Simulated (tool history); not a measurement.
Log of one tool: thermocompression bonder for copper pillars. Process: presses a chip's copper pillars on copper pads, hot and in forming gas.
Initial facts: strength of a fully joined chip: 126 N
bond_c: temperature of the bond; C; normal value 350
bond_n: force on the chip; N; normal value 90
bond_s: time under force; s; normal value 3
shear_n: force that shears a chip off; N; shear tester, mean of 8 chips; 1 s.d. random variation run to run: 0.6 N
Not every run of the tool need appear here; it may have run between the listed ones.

| run | day | bond_c | bond_n | bond_s | shear_n |
|---|---|---|---|---|---|
| 1 | 0.000 | 350 | 90 | 3 | 42.4 |
| 2 | 0.458 | 350 | 122 | 3 | 53.1 |
| 3 | 0.988 | 350 | 122 | 3 | 53.8 |
| 4 | 1.367 | 350 | 90 | 3 | 42.0 |
| 5 | 1.779 | 350 | 90 | 3 | 42.1 |
| 6 | 2.083 | 350 | 90 | 3 | 42.2 |
| 7 | 2.492 | 350 | 90 | 3 | 42.6 |
| 8 | 3.004 | 350 | 90 | 3 | 41.5 |
| 9 | 3.617 | 350 | 90 | 3 | 40.7 |
| 10 | 4.204 | 350 | 90 | 3 | 40.7 |
| 11 | 4.604 | 343 | 90 | 3 | 38.3 |
| 12 | 5.175 | 343 | 90 | 3 | 38.2 |
| 13 | 5.692 | 343 | 90 | 3 | 38.0 |
| 14 | 6.300 | 350 | 90 | 3 | 41.0 |
| 15 | 6.629 | 350 | 90 | 2 | 35.5 |
| 16 | 7.125 | 322 | 90 | 2 | 24.7 |
| 17 | 7.471 | 322 | 90 | 4 | 33.7 |
| 18 | 7.862 | 322 | 90 | 4 | 33.3 |
| 19 | 8.517 | 350 | 90 | 2 | 32.7 |
| 20 | 9.096 | 350 | 90 | 2 | 34.9 |
| 21 | 9.396 | 350 | 90 | 2 | 35.1 |
| 22 | 9.688 | 364 | 89 | 3 | 47.7 |
| 23 | 10.238 | 349 | 91 | 3 | 39.7 |
|  | 10.696 | heater calibrated with a thermocouple chip |
| 24 | 10.717 | 328 | 90 | 3 | 34.0 |
| 25 | 11.275 | 328 | 68 | 3 | 26.6 |
| 26 | 11.858 | 328 | 68 | 3 | 26.3 |
| 27 | 12.354 | 328 | 68 | 3 | 26.4 |
| 28 | 12.862 | 335 | 65 | 3 | 28.5 |
| 29 | 13.283 | 380 | 90 | 3 | 57.9 |
| 30 | 13.612 | 322 | 82 | 3 | 28.9 |
| 31 | 13.988 | 350 | 67 | 3 | 33.2 |
| 32 | 14.625 | 350 | 67 | 3 | 33.4 |
| 33 | 15.117 | 324 | 131 | 3 | 43.1 |
| 34 | 15.662 | 324 | 131 | 3 | 43.0 |
| 35 | 16.138 | 373 | 75 | 3 | 46.8 |
| 36 | 16.596 | 350 | 91 | 5 | 52.1 |
| 37 | 17.029 | 321 | 90 | 3 | 31.6 |
| 38 | 17.462 | 327 | 90 | 3 | 32.0 |
|  | 17.662 | forming gas filter changed |
| 39 | 17.804 | 327 | 90 | 3 | 33.2 |
| 40 | 18.362 | 327 | 90 | 3 | 33.2 |
| 41 | 18.971 | 350 | 90 | 4 | 48.5 |

How would selected steps in shear_n from run to run divide? Give the signed amount a tool lacking its hidden state would still show from settings, what came in and random variation, and the signed amount left for the hidden state, including any gauge scatter that is not in both of the compared results.
Hidden state at play: true temperature of the bond over the reading, C; force that reaches the chip, % of what is set; oxide that the forming gas leaves, % of the face; drift of the gauge itself on shear_n, %.
Run 23 -> 24: bond_c 349 -> 328, bond_n 91 -> 90, heater calibrated with a thermocouple chip. shear_n -5.7 N: hidden state +3.6, all else -9.3.
Run 28 -> 29: bond_c 335 -> 380, bond_n 65 -> 90. shear_n +29.4 N: hidden state -1.3, all else +30.7.
Run 29 -> 30: bond_c 380 -> 322, bond_n 90 -> 82. shear_n -29.0 N: hidden state +1.2, all else -30.2.
Run 36 -> 37: bond_c 350 -> 321, bond_n 91 -> 90, bond_s 5 -> 3. shear_n -20.5 N: hidden state +1.1, all else -21.6.
